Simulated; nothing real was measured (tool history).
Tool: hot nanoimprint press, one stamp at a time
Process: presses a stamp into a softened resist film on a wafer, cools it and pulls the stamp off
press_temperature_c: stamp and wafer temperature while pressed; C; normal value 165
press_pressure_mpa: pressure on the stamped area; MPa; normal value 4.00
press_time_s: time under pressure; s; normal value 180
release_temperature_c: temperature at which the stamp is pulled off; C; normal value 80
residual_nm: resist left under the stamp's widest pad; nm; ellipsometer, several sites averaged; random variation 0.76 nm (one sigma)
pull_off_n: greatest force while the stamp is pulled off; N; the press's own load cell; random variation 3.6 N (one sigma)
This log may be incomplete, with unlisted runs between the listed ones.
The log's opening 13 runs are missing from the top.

run 14 hour=160.9 | press_temperature_c=165 press_pressure_mpa=4.00 press_time_s=180 release_temperature_c=80 | residual_nm=210.0 pull_off_n=235
run 15 hour=176.2 | press_temperature_c=165 press_pressure_mpa=4.00 press_time_s=225 release_temperature_c=80 | residual_nm=192.6 pull_off_n=237
-- hour=180.0 plate thermocouple calibrated
run 16 hour=194.9 | press_temperature_c=161 press_pressure_mpa=4.00 press_time_s=108 release_temperature_c=76 | residual_nm=277.8 pull_off_n=251
-- hour=211.2 plate thermocouple calibrated, once more
run 17 hour=212.0 | press_temperature_c=161 press_pressure_mpa=4.00 press_time_s=108 release_temperature_c=76 | residual_nm=305.1 pull_off_n=257
run 18 hour=221.0 | press_temperature_c=163 press_pressure_mpa=3.73 press_time_s=108 release_temperature_c=75 | residual_nm=291.7 pull_off_n=274
run 19 hour=238.7 | press_temperature_c=160 press_pressure_mpa=4.00 press_time_s=180 release_temperature_c=74 | residual_nm=272.8 pull_off_n=277
run 20 hour=256.2 | press_temperature_c=171 press_pressure_mpa=4.00 press_time_s=180 release_temperature_c=80 | residual_nm=173.0 pull_off_n=251
run 21 hour=273.3 | press_temperature_c=171 press_pressure_mpa=4.00 press_time_s=180 release_temperature_c=80 | residual_nm=173.1 pull_off_n=250
run 22 hour=280.8 | press_temperature_c=169 press_pressure_mpa=4.51 press_time_s=323 release_temperature_c=82 | residual_nm=142.0 pull_off_n=245
run 23 hour=296.2 | press_temperature_c=169 press_pressure_mpa=2.40 press_time_s=245 release_temperature_c=83 | residual_nm=225.2 pull_off_n=242
run 24 hour=313.6 | press_temperature_c=156 press_pressure_mpa=2.97 press_time_s=138 release_temperature_c=77 | residual_nm=380.2 pull_off_n=261
run 25 hour=329.8 | press_temperature_c=165 press_pressure_mpa=4.56 press_time_s=109 release_temperature_c=77 | residual_nm=242.0 pull_off_n=271
run 26 hour=341.0 | press_temperature_c=165 press_pressure_mpa=2.65 press_time_s=244 release_temperature_c=77 | residual_nm=249.9 pull_off_n=272
run 27 hour=355.5 | press_temperature_c=165 press_pressure_mpa=4.00 press_time_s=180 release_temperature_c=70 | residual_nm=220.3 pull_off_n=310
-- hour=362.9 stamp cleaned and given a new release coat
run 28 hour=377.5 | press_temperature_c=165 press_pressure_mpa=4.00 press_time_s=180 release_temperature_c=70 | residual_nm=219.3 pull_off_n=260
run 29 hour=386.4 | press_temperature_c=157 press_pressure_mpa=4.24 press_time_s=180 release_temperature_c=70 | residual_nm=299.4 pull_off_n=254
run 30 hour=394.8 | press_temperature_c=165 press_pressure_mpa=4.87 press_time_s=176 release_temperature_c=76 | residual_nm=198.3 pull_off_n=239

4 options for the next run, each taken on its own from the tool as it stands now. Forecast them:
run A hour=409.6 | press_temperature_c=168 press_pressure_mpa=4.87 press_time_s=176 release_temperature_c=75 | residual_nm=? pull_off_n=?
run B hour=409.6 | press_temperature_c=159 press_pressure_mpa=6.25 press_time_s=176 release_temperature_c=76 | residual_nm=? pull_off_n=?
run C hour=409.6 | press_temperature_c=165 press_pressure_mpa=4.87 press_time_s=176 release_temperature_c=88 | residual_nm=? pull_off_n=?
run D hour=409.6 | press_temperature_c=160 press_pressure_mpa=6.06 press_time_s=180 release_temperature_c=80 | residual_nm=? pull_off_n=?

run=A residual_nm=175.2 pull_off_n=239
run=B residual_nm=227.7 pull_off_n=235
run=C residual_nm=198.7 pull_off_n=188
run=D residual_nm=219.1 pull_off_n=212
With no hidden state in the tool, these same runs would have given:
run=A residual_nm=173.8 pull_off_n=236
run=B residual_nm=224.9 pull_off_n=232
run=C residual_nm=197.4 pull_off_n=186
run=D residual_nm=216.6 pull_off_n=209

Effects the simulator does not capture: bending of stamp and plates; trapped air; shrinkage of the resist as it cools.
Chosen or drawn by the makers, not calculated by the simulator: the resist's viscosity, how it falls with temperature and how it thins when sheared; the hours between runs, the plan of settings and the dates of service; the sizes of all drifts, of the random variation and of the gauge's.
